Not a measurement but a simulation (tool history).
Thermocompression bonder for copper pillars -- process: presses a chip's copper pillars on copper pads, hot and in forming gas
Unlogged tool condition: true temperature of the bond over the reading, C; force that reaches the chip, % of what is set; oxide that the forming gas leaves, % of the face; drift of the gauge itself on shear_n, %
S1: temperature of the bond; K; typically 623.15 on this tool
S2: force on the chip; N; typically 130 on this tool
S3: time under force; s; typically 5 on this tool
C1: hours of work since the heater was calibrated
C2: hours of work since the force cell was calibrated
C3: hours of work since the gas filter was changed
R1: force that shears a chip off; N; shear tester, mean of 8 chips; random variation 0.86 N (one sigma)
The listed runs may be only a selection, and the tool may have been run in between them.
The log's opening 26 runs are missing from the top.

{"run": 27, "hour": 524.4, "S1": 640.15, "S2": 82, "S3": 10, "C1": 643, "C2": 673, "C3": 180, "R1": 80.1}
{"run": 28, "hour": 537.4, "S1": 636.15, "S2": 80, "S3": 12, "C1": 649, "C2": 679, "C3": 186, "R1": 82.1}
{"run": 29, "hour": 558.4, "S1": 650.15, "S2": 142, "S3": 3, "C1": 659, "C2": 689, "C3": 196, "R1": 76.5}
{"run": 30, "hour": 583.9, "S1": 650.15, "S2": 142, "S3": 3, "C1": 670, "C2": 701, "C3": 208, "R1": 73.6}
{"run": 31, "hour": 599.3, "S1": 623.15, "S2": 142, "S3": 5, "C1": 678, "C2": 708, "C3": 215, "R1": 69.8}
{"run": 32, "hour": 625.1, "S1": 623.15, "S2": 142, "S3": 5, "C1": 689, "C2": 720, "C3": 227, "R1": 70.7}
{"run": 33, "hour": 639.0, "S1": 623.15, "S2": 142, "S3": 5, "C1": 696, "C2": 726, "C3": 233, "R1": 68.1}
{"run": 34, "hour": 652.5, "S1": 639.15, "S2": 184, "S3": 6, "C1": 702, "C2": 733, "C3": 239, "R1": 95.6}
{"run": 35, "hour": 674.4, "S1": 623.15, "S2": 91, "S3": 5, "C1": 712, "C2": 743, "C3": 249, "R1": 55.2}
{"run": 36, "hour": 691.8, "S1": 652.15, "S2": 130, "S3": 9, "C1": 720, "C2": 751, "C3": 257, "R1": 100.2}
{"run": 37, "hour": 720.0, "S1": 652.15, "S2": 130, "S3": 9, "C1": 733, "C2": 764, "C3": 270, "R1": 97.4}
{"run": 38, "hour": 736.8, "S1": 633.15, "S2": 78, "S3": 9, "C1": 741, "C2": 771, "C3": 278, "R1": 69.1}

Forecast each of these 3 alternatives for the next run:
{"run": "A", "hour": 750.3, "S1": 606.15, "S2": 98, "S3": 4, "C1": 747, "C2": 778, "C3": 284, "R1": "?"}
{"run": "B", "hour": 750.3, "S1": 598.15, "S2": 87, "S3": 5, "C1": 747, "C2": 778, "C3": 284, "R1": "?"}
{"run": "C", "hour": 750.3, "S1": 650.15, "S2": 159, "S3": 5, "C1": 747, "C2": 778, "C3": 284, "R1": "?"}

run=A R1=43.2
run=B R1=40.9
run=C R1=89.2
Had the tool no hidden state, the same runs would have come out as:
run=A R1=46.8
run=B R1=44.3
run=C R1=96.2

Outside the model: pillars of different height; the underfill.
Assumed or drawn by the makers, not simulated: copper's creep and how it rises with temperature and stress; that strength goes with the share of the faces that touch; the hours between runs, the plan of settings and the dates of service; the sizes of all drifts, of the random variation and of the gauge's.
